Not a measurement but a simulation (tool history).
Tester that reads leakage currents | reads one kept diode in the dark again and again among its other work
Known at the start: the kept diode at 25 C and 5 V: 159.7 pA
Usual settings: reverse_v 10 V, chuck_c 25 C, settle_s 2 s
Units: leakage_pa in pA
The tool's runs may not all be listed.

run,day,reverse_v,chuck_c,settle_s,leakage_pa
1,0,10,25,2,271.42
2,5.333,10,25,2,278.07
# day 5.929: chuck's temperature calibrated
3,8.108,10,25,2,292.36
4,10.733,10,25,2,299.41
5,13.671,2.4,25,2,140.18
6,18.646,2.4,25,2,143.12
# day 19.021: chuck's temperature calibrated, once more
7,25.088,2.4,25,2,113.81
8,31.488,2.4,25,2,117.12
9,37.879,2.4,25,3.84,120.4
10,42.162,10,25,2,264.16
11,45.046,10,32,2,440.11
12,48.804,10,32,2,448.63
13,53.058,10,25,2,277.98
14,56.104,10,25,2,281.44
15,60.817,10,25,2,287.24
# day 62.512: chuck's temperature calibrated
16,65.054,10,25,6.54,237.25
17,71.329,10,25,6.54,243.4
18,76.038,10,48,2,1194.59
19,82.404,10,21,2,192.48
20,87.658,5.8,56,1.06,1534.13
21,91.496,5.1,55,3.75,1360.74
22,96.3,5.1,37,3.75,435.95
23,102.288,2.9,52,0.82,874.15
24,105.367,2.9,52,0.82,875.45
# day 105.925: chuck's temperature calibrated
25,108.221,6.5,21,0.3,152.76
26,112.021,6.5,21,0.3,155.11
27,115.888,9.8,55,2.25,1859.93
28,118.562,3.6,52,4.98,909.02
29,124.446,2,28,1.13,137.74
# day 125.917: tester calibrated
30,130.708,2,28,1.13,138.19
31,134.375,10,25,0.35,277.66
# day 137.05: probe card cleaned and baked
32,139.267,5.3,37,8.22,444.57
33,142.504,9.1,25,2,260.43
34,145.346,1.3,25,2,91.89
# day 149.417: chuck's temperature calibrated
35,149.554,10,29,7.49,312.94
36,152.708,10,29,7.49,318.71
37,158.271,7.9,38,0.81,544.43
38,163.596,3.7,21,3.71,108.46

4 ways to go on from here, each from the tool as it stands after run 38. What would each give?
A,166.217,10,26,2,?
B,166.217,1.1,53,3.45,?
C,166.217,3.7,28,7.4,?
D,166.217,10,28,2,?

run,leakage_pa
A,272.17
B,511.86
C,183.99
D,312.78
Without the tool's hidden state the same runs would have given:
run,leakage_pa
A,250.84
B,478.47
C,169.91
D,288.64
